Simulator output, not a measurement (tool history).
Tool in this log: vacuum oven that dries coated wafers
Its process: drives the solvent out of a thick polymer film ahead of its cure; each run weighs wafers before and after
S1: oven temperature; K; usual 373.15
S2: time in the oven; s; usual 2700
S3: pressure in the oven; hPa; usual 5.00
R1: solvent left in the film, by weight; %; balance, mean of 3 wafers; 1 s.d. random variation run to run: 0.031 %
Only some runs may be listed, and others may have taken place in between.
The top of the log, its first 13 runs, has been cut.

run	hour	S1	S2	S3	R1
14	452.5	384.15	2700	5.00	0.55
15	490.6	384.15	2700	5.00	0.54
16	511.1	373.15	2700	15.77	1.82
17	552.9	373.15	2700	15.77	1.79
18	595.3	373.15	2700	15.77	1.83
19	617.7	373.15	2700	15.77	1.83
20	642.4	382.15	2700	15.77	0.88
21	686.2	382.15	2700	15.77	0.93
22	716.8	373.15	1740	5.00	3.48
23	750.8	373.15	2700	5.00	1.57
24	786.8	381.15	2160	11.72	1.47

Run 25 has not been measured yet. What should we expect?
25	815.0	379.15	1860	11.42	?

Run 25 produced R1 2.30 %.
The same run, on a tool lacking any hidden state, would have yielded R1 2.31 %.
